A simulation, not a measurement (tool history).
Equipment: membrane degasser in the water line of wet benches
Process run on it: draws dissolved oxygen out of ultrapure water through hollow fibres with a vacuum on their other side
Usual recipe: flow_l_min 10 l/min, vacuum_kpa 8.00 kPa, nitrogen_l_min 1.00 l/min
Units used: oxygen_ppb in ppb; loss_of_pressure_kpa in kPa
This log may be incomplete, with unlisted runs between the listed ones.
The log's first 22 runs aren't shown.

Run 23, hour 1887.3: usual settings but flow_l_min 13 l/min, vacuum_kpa 7.47 kPa, nitrogen_l_min 0.62 l/min. Result: oxygen_ppb 213.5 ppb, loss_of_pressure_kpa 35.23 kPa.
Run 24, hour 1973.7: usual settings but flow_l_min 8 l/min, nitrogen_l_min 1.06 l/min. Result: oxygen_ppb 94.5 ppb, loss_of_pressure_kpa 21.77 kPa.
Run 25, hour 2033.6: usual settings but flow_l_min 6 l/min, vacuum_kpa 8.55 kPa, nitrogen_l_min 2.12 l/min. Result: oxygen_ppb 41.2 ppb, loss_of_pressure_kpa 16.33 kPa.
Run 26, hour 2099.0: usual settings but flow_l_min 6 l/min, vacuum_kpa 8.55 kPa, nitrogen_l_min 2.12 l/min. Result: oxygen_ppb 41.0 ppb, loss_of_pressure_kpa 16.50 kPa.
Run 27, hour 2150.5: usual settings but flow_l_min 6 l/min, vacuum_kpa 5.05 kPa, nitrogen_l_min 0.70 l/min. Result: oxygen_ppb 43.2 ppb, loss_of_pressure_kpa 16.33 kPa.
Run 28, hour 2265.3: usual settings but flow_l_min 6 l/min, vacuum_kpa 5.05 kPa, nitrogen_l_min 0.70 l/min. Result: oxygen_ppb 43.0 ppb, loss_of_pressure_kpa 16.25 kPa.
Run 29, hour 2335.9: usual settings but flow_l_min 16 l/min, vacuum_kpa 6.99 kPa, nitrogen_l_min 1.51 l/min. Result: oxygen_ppb 119.3 ppb, loss_of_pressure_kpa 43.79 kPa.
Run 30, hour 2419.9: usual settings but flow_l_min 6 l/min, vacuum_kpa 16.63 kPa, nitrogen_l_min 1.60 l/min. Result: oxygen_ppb 129.2 ppb, loss_of_pressure_kpa 16.42 kPa.
Run 31, hour 2539.2: usual settings but flow_l_min 6 l/min, vacuum_kpa 16.63 kPa, nitrogen_l_min 1.60 l/min. Result: oxygen_ppb 129.0 ppb, loss_of_pressure_kpa 16.62 kPa.

4 options for the next run, each taken on its own from the tool as it stands now. Forecast them:
Run A, hour 2627.2: usual settings but flow_l_min 6 l/min, vacuum_kpa 16.63 kPa, nitrogen_l_min 0.85 l/min. Result: oxygen_ppb ?, loss_of_pressure_kpa ?.
Run B, hour 2627.2: usual settings but flow_l_min 15 l/min, vacuum_kpa 4.92 kPa, nitrogen_l_min 1.58 l/min. Result: oxygen_ppb ?, loss_of_pressure_kpa ?.
Run C, hour 2627.2: usual settings but flow_l_min 12 l/min, vacuum_kpa 10.73 kPa, nitrogen_l_min 0.86 l/min. Result: oxygen_ppb ?, loss_of_pressure_kpa ?.
Run D, hour 2627.2: usual settings but flow_l_min 6 l/min, vacuum_kpa 17.47 kPa, nitrogen_l_min 0.57 l/min. Result: oxygen_ppb ?, loss_of_pressure_kpa ?.

run  oxygen_ppb  loss_of_pressure_kpa
  A       232.0                 16.48
  B        61.4                 41.12
  C       260.1                 33.05
  D       358.7                 16.51
The same runs, with their run-to-run variation unchanged, on a tool lacking any hidden condition would have given:
run  oxygen_ppb  loss_of_pressure_kpa
  A       222.2                 15.75
  B        53.3                 39.29
  C       249.9                 31.59
  D       345.2                 15.78
